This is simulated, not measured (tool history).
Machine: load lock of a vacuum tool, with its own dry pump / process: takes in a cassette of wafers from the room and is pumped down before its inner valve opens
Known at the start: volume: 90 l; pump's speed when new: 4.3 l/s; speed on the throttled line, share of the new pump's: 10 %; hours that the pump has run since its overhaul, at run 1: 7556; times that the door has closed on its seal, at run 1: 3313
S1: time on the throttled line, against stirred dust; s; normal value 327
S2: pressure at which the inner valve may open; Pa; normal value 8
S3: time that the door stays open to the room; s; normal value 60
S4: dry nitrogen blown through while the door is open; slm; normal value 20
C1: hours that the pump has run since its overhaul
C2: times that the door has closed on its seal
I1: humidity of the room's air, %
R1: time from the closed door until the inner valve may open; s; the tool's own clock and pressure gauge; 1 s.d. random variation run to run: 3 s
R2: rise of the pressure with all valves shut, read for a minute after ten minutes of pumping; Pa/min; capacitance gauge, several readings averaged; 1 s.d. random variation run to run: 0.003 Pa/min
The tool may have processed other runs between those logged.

run	hour	S1	S2	S3	S4	C1	C2	I1	R1	R2
1	0.0	327	8	60	20	7556	3313	44.0	532.3	0.033
2	199.7	327	8	60	20	7755	3758	51.3	531.4	0.037
3	338.4	327	8	60	20	7894	4067	45.5	536.0	0.041
4	545.0	327	8	60	20	8101	4528	43.3	536.3	0.043
5	762.1	327	8	60	20	8318	5012	46.8	537.1	0.047
6	1023.9	327	8	60	20	8580	5596	42.8	539.8	0.043
7	1281.8	327	8	60	20	8838	6171	46.5	543.3	0.048
8	1436.7	327	8	60	8	8992	6516	44.9	548.1	0.069
9	1569.9	327	8	60	8	9126	6813	42.5	547.6	0.059
# hour 1676.2: dry pump taken out, an overhauled one fitted
10	1849.1	327	8	60	8	173	7423	47.0	493.2	0.064
11	2072.3	327	8	60	8	396	7920	45.2	492.6	0.069
12	2251.3	327	8	60	8	575	8319	46.2	490.2	0.082
13	2446.6	327	8	60	20	770	8755	43.0	495.1	0.071
14	2707.6	327	8	60	20	1031	9337	45.5	498.0	0.076
15	2926.5	327	8	60	20	1250	9825	44.8	496.0	0.072
16	3141.0	327	6	60	20	1465	10303	43.6	506.6	0.086
17	3339.2	327	6	60	20	1663	10745	48.9	503.8	0.093
18	3462.3	327	6	60	20	1786	11020	45.7	510.1	0.089
19	3727.8	327	6	60	20	2052	11612	45.9	504.9	0.094
20	3955.3	327	6	60	20	2279	12119	45.7	507.2	0.100
21	4171.0	327	6	60	20	2495	12600	41.8	517.1	0.104
22	4376.3	327	6	60	20	2700	13058	46.5	512.1	0.110
23	4508.6	327	6	60	20	2832	13353	44.5	511.1	0.111
24	4689.8	327	6	60	20	3014	13757	45.6	518.4	0.113
25	4943.5	327	6	60	20	3267	14323	45.8	517.5	0.121
26	5194.2	327	12	26	20	3518	14882	43.9	497.7	0.119
27	5418.0	327	12	129	20	3742	15381	40.4	496.0	0.134
28	5637.9	327	8	221	20	3962	15871	45.4	509.9	0.153
29	5842.5	327	8	221	20	4166	16327	44.8	514.1	0.163
30	6043.6	327	15	60	20	4367	16776	42.8	492.3	0.143
31	6207.8	250	10	67	6	4532	17142	45.3	438.7	0.163
32	6341.2	250	10	67	6	4665	17439	46.3	444.0	0.174
33	6563.6	250	10	67	6	4887	17935	47.2	439.9	0.172
34	6698.3	250	10	67	10	5022	18236	43.0	442.1	0.176
35	6856.5	250	11	27	8	5180	18588	40.5	434.7	0.167
36	7101.3	320	13	28	38	5425	19134	41.4	500.8	0.168

A few steps of R1 between consecutive runs. Split each: what settings, incoming material and random variation would produce without the hidden state, and what is left over for the hidden state, along with gauge scatter present in only one of the two compared results (measured, and without hidden state):
What the log doesn't record here: pump's speed, % of a new pump's; leak at the door's seal, Pa l/s; drift of the gauge itself on ready_s, %; drift of the gauge itself on rise_pa_min, %.
Run 9 -> 10: dry pump taken out, an overhauled one fitted. R1 -54.4 s: hidden state -52.8, all else -1.6.
Run 27 -> 28: S2 12 -> 8, S3 129 -> 221. R1 +13.9 s: hidden state +2.3, all else +11.6.
Run 30 -> 31: S1 327 -> 250, S2 15 -> 10, S3 60 -> 67, S4 20 -> 6. R1 -53.6 s: hidden state +3.3, all else -56.9.
Run 35 -> 36: S1 250 -> 320, S2 11 -> 13, S3 27 -> 28, S4 8 -> 38. R1 +66.1 s: hidden state +0.1, all else +66.0.

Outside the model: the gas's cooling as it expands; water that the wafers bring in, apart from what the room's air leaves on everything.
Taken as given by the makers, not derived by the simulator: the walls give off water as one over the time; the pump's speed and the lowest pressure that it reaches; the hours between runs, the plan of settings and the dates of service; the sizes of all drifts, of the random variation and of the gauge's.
